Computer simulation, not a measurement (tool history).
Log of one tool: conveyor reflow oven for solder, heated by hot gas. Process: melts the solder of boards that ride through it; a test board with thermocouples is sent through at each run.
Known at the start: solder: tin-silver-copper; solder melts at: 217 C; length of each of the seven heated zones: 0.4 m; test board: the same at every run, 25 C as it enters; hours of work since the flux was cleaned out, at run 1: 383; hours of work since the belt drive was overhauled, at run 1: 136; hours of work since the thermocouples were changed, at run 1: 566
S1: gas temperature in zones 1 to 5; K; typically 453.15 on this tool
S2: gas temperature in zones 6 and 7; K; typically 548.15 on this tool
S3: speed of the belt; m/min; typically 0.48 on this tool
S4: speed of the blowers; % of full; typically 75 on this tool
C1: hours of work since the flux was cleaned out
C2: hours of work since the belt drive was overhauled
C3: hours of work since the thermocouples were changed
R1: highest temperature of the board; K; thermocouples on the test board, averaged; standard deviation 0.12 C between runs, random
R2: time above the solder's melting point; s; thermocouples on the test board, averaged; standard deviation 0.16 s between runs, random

| run | day | S1 | S2 | S3 | S4 | C1 | C2 | C3 | R1 | R2 |
|---|---|---|---|---|---|---|---|---|---|---|
| 1 | 0 | 453.15 | 548.15 | 0.48 | 75 | 383 | 136 | 566 | 539.75 | 90.2 |
| 2 | 0.404 | 453.15 | 548.15 | 0.48 | 75 | 389 | 142 | 572 | 539.95 | 90.1 |
| 3 | 0.667 | 453.15 | 548.15 | 0.48 | 75 | 393 | 146 | 576 | 539.75 | 90.2 |
| 4 | 0.946 | 453.15 | 548.15 | 0.48 | 75 | 397 | 150 | 580 | 539.85 | 90.1 |
| 5 | 1.471 | 453.15 | 548.15 | 0.48 | 55 | 404 | 157 | 587 | 537.15 | 88.5 |
| 6 | 1.908 | 453.15 | 548.15 | 0.48 | 55 | 410 | 164 | 593 | 537.25 | 88.5 |
| 7 | 2.417 | 453.15 | 548.15 | 0.48 | 55 | 417 | 171 | 601 | 536.85 | 88.1 |
| 8 | 2.667 | 453.15 | 548.15 | 0.48 | 55 | 421 | 174 | 604 | 537.25 | 88.5 |
| 9 | 3.171 | 453.15 | 548.15 | 0.48 | 76 | 428 | 182 | 611 | 539.85 | 90.3 |
| 10 | 3.65 | 453.15 | 548.15 | 0.48 | 76 | 435 | 188 | 618 | 539.95 | 90.4 |
| 11 | 4.208 | 453.15 | 548.15 | 0.48 | 76 | 443 | 196 | 626 | 539.85 | 90.1 |
| 12 | 4.483 | 453.15 | 548.15 | 0.48 | 75 | 447 | 200 | 630 | 539.85 | 90.5 |
| 13 | 4.8 | 442.15 | 548.15 | 0.48 | 75 | 451 | 205 | 635 | 538.85 | 85.2 |
| 14 | 5.188 | 442.15 | 548.15 | 0.576 | 75 | 457 | 210 | 640 | 533.85 | 67.2 |
| 15 | 5.708 | 453.15 | 548.15 | 0.48 | 75 | 464 | 218 | 648 | 539.85 | 90.1 |
| 16 | 6.129 | 453.15 | 548.15 | 0.48 | 75 | 470 | 224 | 653 | 539.75 | 90.4 |
| 17 | 6.417 | 453.15 | 548.15 | 0.48 | 75 | 475 | 228 | 658 | 539.75 | 90.2 |
| 18 | 6.729 | 453.15 | 548.15 | 0.48 | 75 | 479 | 232 | 662 | 539.95 | 90.5 |
|  | 7.233 | flux residue cleaned out of gas plates and filters |
| 19 | 7.388 | 453.15 | 548.15 | 0.48 | 75 | 2 | 239 | 668 | 539.85 | 90.6 |
| 20 | 7.742 | 459.15 | 548.15 | 0.51 | 75 | 7 | 244 | 674 | 538.95 | 86.8 |
| 21 | 8.304 | 467.15 | 557.15 | 0.402 | 75 | 15 | 252 | 682 | 552.45 | 121.2 |
| 22 | 8.633 | 453.15 | 560.15 | 0.48 | 81 | 20 | 256 | 686 | 551.85 | 95.8 |
| 23 | 8.921 | 453.15 | 560.15 | 0.48 | 81 | 24 | 261 | 690 | 551.75 | 96 |
| 24 | 9.425 | 462.15 | 538.15 | 0.448 | 69 | 31 | 268 | 697 | 532.05 | 96.6 |
| 25 | 9.933 | 453.15 | 541.15 | 0.48 | 75 | 39 | 275 | 705 | 533.15 | 86.5 |
| 26 | 10.229 | 453.15 | 552.15 | 0.523 | 80 | 43 | 279 | 709 | 542.15 | 83.9 |
| 27 | 10.658 | 453.15 | 552.15 | 0.523 | 80 | 49 | 285 | 715 | 542.05 | 83.8 |
| 28 | 10.888 | 453.15 | 552.15 | 0.563 | 64 | 52 | 289 | 718 | 537.65 | 75.2 |
| 29 | 11.358 | 453.15 | 548.15 | 0.418 | 64 | 59 | 295 | 725 | 541.25 | 104.8 |
| 30 | 11.917 | 466.15 | 548.15 | 0.48 | 75 | 67 | 303 | 733 | 540.95 | 96.6 |

What differs in the tool's unlogged condition from the final listed run ahead of each entry between runs to the first listed run following it?
Logged between run 18 and run 19: flux residue cleaned out of gas plates and filters (day 7.233)
  heat that the gas passes to the board, % of a clean oven's: 99.8 -> 100
